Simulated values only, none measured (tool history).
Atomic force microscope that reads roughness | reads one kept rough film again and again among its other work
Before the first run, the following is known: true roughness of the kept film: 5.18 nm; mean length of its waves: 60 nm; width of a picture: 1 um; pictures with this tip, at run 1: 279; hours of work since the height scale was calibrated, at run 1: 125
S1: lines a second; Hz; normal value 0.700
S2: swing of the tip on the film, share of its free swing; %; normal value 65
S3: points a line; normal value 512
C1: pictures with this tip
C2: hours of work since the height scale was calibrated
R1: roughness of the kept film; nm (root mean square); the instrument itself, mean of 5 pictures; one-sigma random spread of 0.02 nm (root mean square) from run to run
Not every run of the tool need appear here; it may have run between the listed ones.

| run | hour | S1 | S2 | S3 | C1 | C2 | R1 |
|---|---|---|---|---|---|---|---|
| 1 | 0.0 | 0.700 | 65 | 512 | 279 | 125 | 4.554 |
|  | 22.3 | new tip fitted |
| 2 | 22.4 | 0.700 | 65 | 512 | 0 | 135 | 4.926 |
| 3 | 37.5 | 0.787 | 65 | 512 | 19 | 142 | 4.906 |
| 4 | 50.0 | 0.787 | 65 | 512 | 34 | 147 | 4.912 |
| 5 | 77.9 | 0.787 | 65 | 512 | 68 | 160 | 4.853 |
| 6 | 107.6 | 0.787 | 69 | 512 | 104 | 173 | 4.783 |
| 7 | 134.2 | 1.583 | 65 | 512 | 136 | 185 | 4.691 |
| 8 | 154.8 | 1.583 | 65 | 512 | 161 | 194 | 4.676 |
| 9 | 179.0 | 0.700 | 65 | 512 | 190 | 205 | 4.742 |
| 10 | 193.3 | 0.563 | 65 | 512 | 208 | 211 | 4.706 |
| 11 | 220.1 | 0.563 | 65 | 512 | 240 | 223 | 4.666 |
| 12 | 234.2 | 0.700 | 65 | 892 | 257 | 230 | 4.623 |
| 13 | 262.2 | 0.700 | 65 | 892 | 291 | 242 | 4.612 |
|  | 272.7 | new tip fitted |
| 14 | 283.5 | 0.700 | 65 | 892 | 14 | 252 | 4.981 |
| 15 | 310.7 | 0.700 | 65 | 892 | 47 | 264 | 4.860 |
| 16 | 330.8 | 0.700 | 65 | 892 | 71 | 273 | 4.842 |
| 17 | 358.9 | 0.700 | 65 | 347 | 105 | 285 | 4.794 |
| 18 | 384.4 | 0.700 | 65 | 347 | 136 | 297 | 4.732 |
| 19 | 413.5 | 0.700 | 65 | 347 | 171 | 310 | 4.718 |
| 20 | 433.2 | 0.700 | 65 | 347 | 195 | 319 | 4.688 |
| 21 | 446.8 | 0.700 | 65 | 512 | 212 | 325 | 4.690 |
| 22 | 459.2 | 0.700 | 65 | 512 | 227 | 330 | 4.650 |
| 23 | 476.9 | 0.700 | 65 | 512 | 248 | 338 | 4.617 |
| 24 | 491.1 | 0.700 | 65 | 725 | 266 | 345 | 4.602 |
| 25 | 508.2 | 0.700 | 65 | 725 | 286 | 352 | 4.588 |
|  | 523.4 | new tip fitted |
| 26 | 536.5 | 0.700 | 65 | 725 | 16 | 365 | 4.938 |
| 27 | 557.9 | 0.700 | 65 | 725 | 42 | 374 | 4.861 |
| 28 | 572.6 | 0.700 | 65 | 725 | 60 | 381 | 4.884 |
| 29 | 594.8 | 1.780 | 65 | 495 | 87 | 391 | 4.725 |
| 30 | 615.0 | 1.657 | 65 | 377 | 111 | 400 | 4.694 |
| 31 | 630.6 | 3.389 | 65 | 605 | 130 | 407 | 4.511 |
| 32 | 643.1 | 3.389 | 65 | 605 | 145 | 413 | 4.527 |
| 33 | 672.9 | 3.389 | 65 | 605 | 182 | 426 | 4.471 |
| 34 | 703.2 | 2.131 | 60 | 673 | 218 | 440 | 4.608 |
| 35 | 728.3 | 1.485 | 78 | 498 | 249 | 451 | 4.444 |
| 36 | 742.9 | 0.628 | 65 | 273 | 267 | 457 | 4.603 |
| 37 | 767.7 | 0.700 | 77 | 512 | 297 | 469 | 4.539 |
|  | 774.0 | new tip fitted |
| 38 | 782.7 | 0.562 | 65 | 449 | 10 | 475 | 4.919 |
| 39 | 812.6 | 0.700 | 86 | 512 | 47 | 488 | 4.692 |
| 40 | 825.8 | 2.006 | 61 | 551 | 63 | 494 | 4.770 |
| 41 | 838.0 | 2.006 | 61 | 551 | 77 | 500 | 4.714 |
| 42 | 851.7 | 0.763 | 61 | 351 | 94 | 506 | 4.817 |
| 43 | 876.6 | 0.700 | 65 | 992 | 124 | 517 | 4.773 |
| 44 | 893.2 | 0.700 | 65 | 992 | 144 | 525 | 4.749 |
| 45 | 922.1 | 0.700 | 65 | 992 | 179 | 538 | 4.689 |
| 46 | 937.6 | 0.700 | 58 | 512 | 198 | 545 | 4.743 |
| 47 | 962.3 | 3.745 | 63 | 330 | 228 | 556 | 4.370 |
| 48 | 988.6 | 1.107 | 78 | 700 | 260 | 567 | 4.486 |
| 49 | 1010.3 | 1.366 | 87 | 512 | 286 | 577 | 4.290 |
|  | 1024.8 | new tip fitted |
| 50 | 1024.8 | 0.926 | 87 | 288 | 0 | 583 | 4.697 |
| 51 | 1044.8 | 2.701 | 65 | 734 | 25 | 592 | 4.712 |
| 52 | 1061.1 | 2.701 | 65 | 734 | 45 | 600 | 4.664 |

What if the next run were any one of these 4? Each begins from the tool's condition after run 52:
| A | 1073.8 | 0.700 | 65 | 763 | 60 | 605 | ? |
| B | 1073.8 | 1.663 | 65 | 512 | 60 | 605 | ? |
| C | 1073.8 | 0.700 | 80 | 840 | 60 | 605 | ? |
| D | 1073.8 | 2.410 | 79 | 266 | 60 | 605 | ? |

| run | R1 |
|---|---|
| A | 4.856 |
| B | 4.784 |
| C | 4.746 |
| D | 4.436 |
The same runs, with their run-to-run variation unchanged, on a tool lacking any hidden condition would have given:
| run | R1 |
|---|---|
| A | 4.976 |
| B | 4.902 |
| C | 4.863 |
| D | 4.546 |

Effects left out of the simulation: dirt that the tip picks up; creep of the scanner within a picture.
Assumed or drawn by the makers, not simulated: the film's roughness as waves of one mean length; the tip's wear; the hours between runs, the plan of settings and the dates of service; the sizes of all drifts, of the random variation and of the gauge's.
